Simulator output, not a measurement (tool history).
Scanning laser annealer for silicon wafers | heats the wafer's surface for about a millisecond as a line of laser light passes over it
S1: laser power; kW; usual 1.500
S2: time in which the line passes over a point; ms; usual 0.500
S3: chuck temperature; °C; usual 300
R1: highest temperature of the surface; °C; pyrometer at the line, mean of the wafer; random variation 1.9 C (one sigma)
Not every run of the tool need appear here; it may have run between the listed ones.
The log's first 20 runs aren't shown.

| run | hour | S1 | S2 | S3 | R1 |
|---|---|---|---|---|---|
| 21 | 903.8 | 1.358 | 0.544 | 329 | 1099 |
| 22 | 931.0 | 1.568 | 0.366 | 298 | 1028 |
| 23 | 975.8 | 1.500 | 0.500 | 286 | 1104 |
|  | 997.6 | window over the wafer cleaned |
| 24 | 1030.9 | 1.500 | 0.500 | 286 | 1122 |
| 25 | 1075.3 | 1.500 | 0.509 | 312 | 1153 |
| 26 | 1109.4 | 1.500 | 0.509 | 312 | 1155 |
| 27 | 1142.6 | 1.595 | 0.532 | 300 | 1219 |
| 28 | 1204.8 | 1.328 | 0.418 | 276 | 941 |
| 29 | 1251.3 | 1.636 | 0.568 | 323 | 1298 |
| 30 | 1295.1 | 1.636 | 0.568 | 323 | 1301 |
| 31 | 1342.8 | 1.414 | 0.500 | 300 | 1075 |
| 32 | 1374.9 | 1.414 | 0.500 | 300 | 1076 |
|  | 1391.3 | optics aligned, line set to its width |
| 33 | 1446.2 | 1.448 | 0.500 | 318 | 1123 |
| 34 | 1505.9 | 1.389 | 0.419 | 319 | 1018 |
| 35 | 1555.7 | 1.500 | 0.429 | 300 | 1067 |
| 36 | 1587.5 | 1.500 | 0.500 | 302 | 1132 |
| 37 | 1620.0 | 1.500 | 0.500 | 302 | 1134 |
| 38 | 1679.8 | 1.569 | 0.601 | 338 | 1296 |
| 39 | 1711.8 | 1.569 | 0.601 | 338 | 1294 |
| 40 | 1741.7 | 1.569 | 0.381 | 262 | 1015 |

4 options for the next run, each taken on its own from the tool as it stands now. Forecast them:
| A | 1774.8 | 1.466 | 0.381 | 285 | ? |
| B | 1774.8 | 1.569 | 0.353 | 262 | ? |
| C | 1774.8 | 1.625 | 0.597 | 306 | ? |
| D | 1774.8 | 1.500 | 0.500 | 338 | ? |

| run | R1 |
|---|---|
| A | 985 |
| B | 984 |
| C | 1297 |
| D | 1166 |
Without the tool's hidden state the same runs would have given:
| run | R1 |
|---|---|
| A | 996 |
| B | 995 |
| C | 1312 |
| D | 1179 |
